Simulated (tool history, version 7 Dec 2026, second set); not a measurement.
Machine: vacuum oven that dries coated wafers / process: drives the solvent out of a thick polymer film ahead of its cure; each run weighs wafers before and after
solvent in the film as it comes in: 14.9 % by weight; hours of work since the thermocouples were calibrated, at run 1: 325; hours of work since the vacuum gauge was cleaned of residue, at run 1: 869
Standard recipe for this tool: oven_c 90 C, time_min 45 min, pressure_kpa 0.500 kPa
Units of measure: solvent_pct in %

run   hour  oven_c  time_min  pressure_kpa  hours of work since the thermocouples were calibrated  hours of work since the vacuum gauge was cleaned of residue  solvent_pct
  1    0.0      90        45         0.500                                                    325                                                          869         1.34
  2   47.9      90        45         0.824                                                    352                                                          896         1.41
  3   94.8      90        45         0.824                                                    380                                                          924         1.36
  4  128.5      89        45         0.500                                                    399                                                          943         1.51
  5  170.6      89        45         0.500                                                    424                                                          967         1.51
  6  216.3      89        45         0.500                                                    450                                                          994         1.51
  7  235.7      89        45         0.500                                                    461                                                         1005         1.50
  8  259.9      90        45         0.500                                                    475                                                         1019         1.34
  9  306.1      90        45         0.500                                                    502                                                         1046         1.34
 10  353.2      90        45         0.500                                                    529                                                         1073         1.37
 11  378.1      90        45         0.500                                                    544                                                         1088         1.41
 12  424.0      90        45         0.500                                                    571                                                         1114         1.29
 13  470.3      90        45         0.500                                                    597                                                         1141         1.34
 14  498.3      90        45         0.500                                                    614                                                         1158         1.28
 15  541.8     104        61         0.305                                                    639                                                         1183         0.08
 16  570.6      75        63         0.326                                                    656                                                         1200         4.03
 17  603.5      90        63         0.326                                                    675                                                         1219         0.58
 18  623.8      98        44         0.420                                                    686                                                         1230         0.37
 19  653.2      98        44         0.420                                                    704                                                         1248         0.33
 20  694.7      85        54         1.350                                                    728                                                         1272         2.02
 21  730.0      91        24         1.136                                                    748                                                         1292         3.46

Here are 5 independent what-if runs from the current tool condition. What would each one return?
  A  776.4      85        24         1.136                                                    775                                                         1319            ?
  B  776.4      91        24         0.312                                                    775                                                         1319            ?
  C  776.4      91        37         1.136                                                    775                                                         1319            ?
  D  776.4      87        41         1.136                                                    775                                                         1319            ?
  E  776.4      91        24         0.972                                                    775                                                         1319            ?

run  solvent_pct
  A         5.25
  B         3.26
  C         1.87
  D         2.46
  E         3.54
What these runs would have given with no unlogged condition in the tool:
run  solvent_pct
  A         5.22
  B         3.23
  C         1.84
  D         2.43
  E         3.51
